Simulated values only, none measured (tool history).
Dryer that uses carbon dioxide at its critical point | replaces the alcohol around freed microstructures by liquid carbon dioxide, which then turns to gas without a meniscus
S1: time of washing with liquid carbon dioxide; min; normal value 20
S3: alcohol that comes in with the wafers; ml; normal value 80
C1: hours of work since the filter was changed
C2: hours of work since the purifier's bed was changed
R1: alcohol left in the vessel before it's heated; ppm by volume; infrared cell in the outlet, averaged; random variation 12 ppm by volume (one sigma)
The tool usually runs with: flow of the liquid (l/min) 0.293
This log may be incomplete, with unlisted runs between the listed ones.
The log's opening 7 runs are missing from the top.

{"run": 8, "hour": 145.8, "S1": 20, "flow of the liquid (l/min)": 0.293, "S3": 32, "C1": 160, "C2": 783, "R1": 592}
{"run": 9, "hour": 157.5, "S1": 20, "flow of the liquid (l/min)": 0.293, "S3": 32, "C1": 168, "C2": 791, "R1": 602}
{"run": 10, "hour": 170.5, "S1": 20, "flow of the liquid (l/min)": 0.293, "S3": 32, "C1": 177, "C2": 800, "R1": 610}
{"run": 11, "hour": 192.5, "S1": 20, "flow of the liquid (l/min)": 0.293, "S3": 80, "C1": 192, "C2": 815, "R1": 1198}
{"run": 12, "hour": 215.7, "S1": 20, "flow of the liquid (l/min)": 0.293, "S3": 80, "C1": 207, "C2": 831, "R1": 1250}
{"run": 13, "hour": 240.9, "S1": 20, "flow of the liquid (l/min)": 0.243, "S3": 80, "C1": 224, "C2": 848, "R1": 2390}
{"run": 14, "hour": 260.8, "S1": 20, "flow of the liquid (l/min)": 0.293, "S3": 80, "C1": 238, "C2": 861, "R1": 1280}
{"run": 15, "hour": 281.6, "S1": 20, "flow of the liquid (l/min)": 0.293, "S3": 80, "C1": 252, "C2": 875, "R1": 1343}
{"run": 16, "hour": 297.4, "S1": 20, "flow of the liquid (l/min)": 0.187, "S3": 20, "C1": 262, "C2": 886, "R1": 1492}
{"run": 17, "hour": 309.6, "S1": 20, "flow of the liquid (l/min)": 0.187, "S3": 20, "C1": 271, "C2": 894, "R1": 1490}
{"run": 18, "hour": 321.7, "S1": 18, "flow of the liquid (l/min)": 0.317, "S3": 28, "C1": 279, "C2": 902, "R1": 704}
{"run": 19, "hour": 332.6, "S1": 18, "flow of the liquid (l/min)": 0.317, "S3": 28, "C1": 286, "C2": 909, "R1": 676}
{"run": 20, "hour": 344.1, "S1": 18, "flow of the liquid (l/min)": 0.317, "S3": 28, "C1": 294, "C2": 917, "R1": 727}
{"run": 21, "hour": 355.7, "S1": 26, "flow of the liquid (l/min)": 0.393, "S3": 46, "C1": 302, "C2": 925, "R1": 283}
{"run": 22, "hour": 366.1, "S1": 26, "flow of the liquid (l/min)": 0.393, "S3": 46, "C1": 309, "C2": 932, "R1": 267}
{"run": 23, "hour": 377.7, "S1": 16, "flow of the liquid (l/min)": 0.293, "S3": 58, "C1": 316, "C2": 940, "R1": 2375}
{"hour": 396.3, "done": "purifier's bed changed"}
{"run": 24, "hour": 399.3, "S1": 24, "flow of the liquid (l/min)": 0.293, "S3": 96, "C1": 329, "C2": 2, "R1": 656}
{"run": 25, "hour": 421.2, "S1": 20, "flow of the liquid (l/min)": 0.228, "S3": 24, "C1": 344, "C2": 17, "R1": 924}
{"run": 26, "hour": 443.9, "S1": 20, "flow of the liquid (l/min)": 0.197, "S3": 75, "C1": 359, "C2": 32, "R1": 4463}
{"run": 27, "hour": 467.4, "S1": 16, "flow of the liquid (l/min)": 0.293, "S3": 108, "C1": 375, "C2": 48, "R1": 4231}
{"run": 28, "hour": 481.6, "S1": 26, "flow of the liquid (l/min)": 0.268, "S3": 30, "C1": 384, "C2": 57, "R1": 251}
{"run": 29, "hour": 494.4, "S1": 26, "flow of the liquid (l/min)": 0.268, "S3": 30, "C1": 393, "C2": 66, "R1": 261}
{"run": 30, "hour": 515.0, "S1": 18, "flow of the liquid (l/min)": 0.293, "S3": 58, "C1": 407, "C2": 80, "R1": 1553}

4 options for the next run, each taken on its own from the tool as it stands now. Forecast them:
{"run": "A", "hour": 534.8, "S1": 24, "flow of the liquid (l/min)": 0.293, "S3": 58, "C1": 420, "C2": 93, "R1": "?"}
{"run": "B", "hour": 534.8, "S1": 21, "flow of the liquid (l/min)": 0.197, "S3": 58, "C1": 420, "C2": 93, "R1": "?"}
{"run": "C", "hour": 534.8, "S1": 29, "flow of the liquid (l/min)": 0.219, "S3": 42, "C1": 420, "C2": 93, "R1": "?"}
{"run": "D", "hour": 534.8, "S1": 27, "flow of the liquid (l/min)": 0.293, "S3": 29, "C1": 420, "C2": 93, "R1": "?"}

run=A R1=490
run=B R1=3269
run=C R1=550
run=D R1=160
With the hidden condition removed and each run's random variation left untouched, the same runs would have given:
run=A R1=211
run=B R1=2002
run=C R1=253
run=D R1=60
